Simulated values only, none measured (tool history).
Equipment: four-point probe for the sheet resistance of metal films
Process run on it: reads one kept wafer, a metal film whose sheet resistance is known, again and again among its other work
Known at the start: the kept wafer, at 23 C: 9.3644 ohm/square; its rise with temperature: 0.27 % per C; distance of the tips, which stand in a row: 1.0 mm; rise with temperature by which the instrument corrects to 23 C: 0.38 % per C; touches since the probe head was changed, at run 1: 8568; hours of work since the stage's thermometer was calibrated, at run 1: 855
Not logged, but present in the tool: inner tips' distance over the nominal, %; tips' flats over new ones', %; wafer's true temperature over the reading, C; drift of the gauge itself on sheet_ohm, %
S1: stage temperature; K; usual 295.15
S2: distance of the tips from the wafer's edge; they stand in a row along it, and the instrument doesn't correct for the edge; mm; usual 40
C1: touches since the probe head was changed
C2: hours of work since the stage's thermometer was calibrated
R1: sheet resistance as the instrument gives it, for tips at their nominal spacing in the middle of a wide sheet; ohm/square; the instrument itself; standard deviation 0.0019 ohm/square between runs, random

run,hour,S1,S2,C1,C2,R1
1,0.0,295.15,40,8568,855,9.323328
2,42.6,295.15,40,9943,873,9.319161
3,74.8,295.15,40,10984,887,9.320580
4,119.5,299.15,40,12428,906,9.277438
5,164.8,299.15,40,13894,925,9.282220
6,188.7,299.15,40,14667,935,9.277103
7,215.9,296.15,40,15546,946,9.307172
8,261.0,295.15,33,17001,965,9.322146
9,306.7,295.15,4,18478,984,9.619335
10,357.7,295.15,40,20129,1006,9.320244
11,413.4,295.15,40,21928,1029,9.316790
12,443.7,295.15,40,22908,1042,9.317148
13,475.3,295.15,8,23927,1055,9.390961
14,510.3,304.15,18,25057,1070,9.241075
15,564.7,304.15,18,26817,1093,9.236673
# hour 568.9: stage's thermometer calibrated
16,617.7,295.15,13,28513,21,9.344171
17,664.9,303.15,35,30040,40,9.238223
# hour 701.8: stage's thermometer calibrated, once more
18,711.8,303.15,35,31539,4,9.230067
19,738.4,299.15,36,32396,15,9.272114
20,770.5,300.15,4,33436,29,9.551096
21,821.8,300.15,4,35092,50,9.555365
22,851.3,294.15,21,36046,63,9.325628
23,882.3,294.15,21,37047,76,9.329185
24,915.2,294.15,21,38110,90,9.328038
25,959.6,301.15,21,39548,108,9.255085

Branching from run 25: 4 alternative next runs. What would each branch give?
A,992.2,301.15,4,40601,122,?
B,992.2,301.15,8,40601,122,?
C,992.2,298.15,7,40601,122,?
D,992.2,295.15,71,40601,122,?

run,R1
A,9.543314
B,9.325108
C,9.374897
D,9.307952
Without the tool's unlogged condition, the same runs would have read:
run,R1
A,9.615420
B,9.395702
C,9.445855
D,9.378462
